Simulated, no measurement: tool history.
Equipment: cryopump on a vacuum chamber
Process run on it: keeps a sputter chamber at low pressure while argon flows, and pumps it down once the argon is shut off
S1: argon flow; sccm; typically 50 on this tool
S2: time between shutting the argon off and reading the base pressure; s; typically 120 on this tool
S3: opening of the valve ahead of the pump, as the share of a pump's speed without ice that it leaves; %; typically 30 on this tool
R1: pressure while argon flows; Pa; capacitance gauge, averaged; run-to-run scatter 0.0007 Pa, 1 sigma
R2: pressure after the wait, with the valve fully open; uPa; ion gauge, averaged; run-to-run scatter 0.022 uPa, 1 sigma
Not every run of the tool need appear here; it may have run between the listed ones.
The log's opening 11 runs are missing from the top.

{"run": 12, "hour": 328.5, "S1": 50, "S2": 120, "S3": 29, "R1": 0.1307, "R2": 1.79}
{"run": 13, "hour": 368.2, "S1": 50, "S2": 24, "S3": 30, "R1": 0.1294, "R2": 3.51}
{"run": 14, "hour": 395.8, "S1": 50, "S2": 24, "S3": 30, "R1": 0.1289, "R2": 3.4}
{"run": 15, "hour": 425.1, "S1": 50, "S2": 24, "S3": 30, "R1": 0.1274, "R2": 3.55}
{"run": 16, "hour": 456.2, "S1": 50, "S2": 24, "S3": 30, "R1": 0.1294, "R2": 3.58}
{"run": 17, "hour": 480.8, "S1": 50, "S2": 24, "S3": 30, "R1": 0.128, "R2": 3.53}
{"run": 18, "hour": 523.0, "S1": 35, "S2": 120, "S3": 30, "R1": 0.0907, "R2": 1.88}
{"run": 19, "hour": 545.0, "S1": 39, "S2": 23, "S3": 30, "R1": 0.1005, "R2": 3.77}
{"run": 20, "hour": 569.9, "S1": 38, "S2": 69, "S3": 38, "R1": 0.0804, "R2": 2.28}
{"run": 21, "hour": 593.1, "S1": 38, "S2": 69, "S3": 38, "R1": 0.0799, "R2": 2.27}
{"run": 22, "hour": 620.9, "S1": 32, "S2": 126, "S3": 50, "R1": 0.053, "R2": 2.03}
{"run": 23, "hour": 647.4, "S1": 43, "S2": 211, "S3": 57, "R1": 0.0627, "R2": 1.87}
{"run": 24, "hour": 675.1, "S1": 55, "S2": 120, "S3": 30, "R1": 0.1444, "R2": 2.05}
{"run": 25, "hour": 711.1, "S1": 80, "S2": 120, "S3": 27, "R1": 0.2324, "R2": 2.02}
{"run": 26, "hour": 742.9, "S1": 63, "S2": 59, "S3": 44, "R1": 0.1179, "R2": 2.56}
{"run": 27, "hour": 764.6, "S1": 50, "S2": 120, "S3": 21, "R1": 0.1849, "R2": 2.11}
{"run": 28, "hour": 785.3, "S1": 50, "S2": 120, "S3": 21, "R1": 0.1851, "R2": 2.17}
{"run": 29, "hour": 811.0, "S1": 50, "S2": 120, "S3": 25, "R1": 0.1586, "R2": 2.19}
{"run": 30, "hour": 842.2, "S1": 71, "S2": 48, "S3": 18, "R1": 0.3044, "R2": 2.82}
{"run": 31, "hour": 879.3, "S1": 29, "S2": 76, "S3": 30, "R1": 0.078, "R2": 2.55}
{"run": 32, "hour": 906.8, "S1": 29, "S2": 76, "S3": 30, "R1": 0.0777, "R2": 2.48}
{"run": 33, "hour": 936.4, "S1": 60, "S2": 295, "S3": 34, "R1": 0.1455, "R2": 2.09}
{"run": 34, "hour": 966.8, "S1": 51, "S2": 120, "S3": 30, "R1": 0.138, "R2": 2.31}

3 options for the next run, each taken on its own from the tool as it stands now. Forecast them:
{"hour": 982.9, "done": "pump warmed up, emptied and cooled again"}
{"run": "A", "hour": 1007.5, "S1": 50, "S2": 130, "S3": 46, "R1": "?", "R2": "?"}
{"hour": 982.9, "done": "pump warmed up, emptied and cooled again"}
{"run": "B", "hour": 1007.5, "S1": 51, "S2": 193, "S3": 22, "R1": "?", "R2": "?"}
{"hour": 982.9, "done": "pump warmed up, emptied and cooled again"}
{"run": "C", "hour": 1007.5, "S1": 51, "S2": 192, "S3": 48, "R1": "?", "R2": "?"}

run=A R1=0.0799 R2=1.87
run=B R1=0.1698 R2=1.73
run=C R1=0.0788 R2=1.72
Stripped of hidden state, with their random variation kept, the same runs would have yielded:
run=A R1=0.0790 R2=0.54
run=B R1=0.1688 R2=0.40
run=C R1=0.0779 R2=0.42
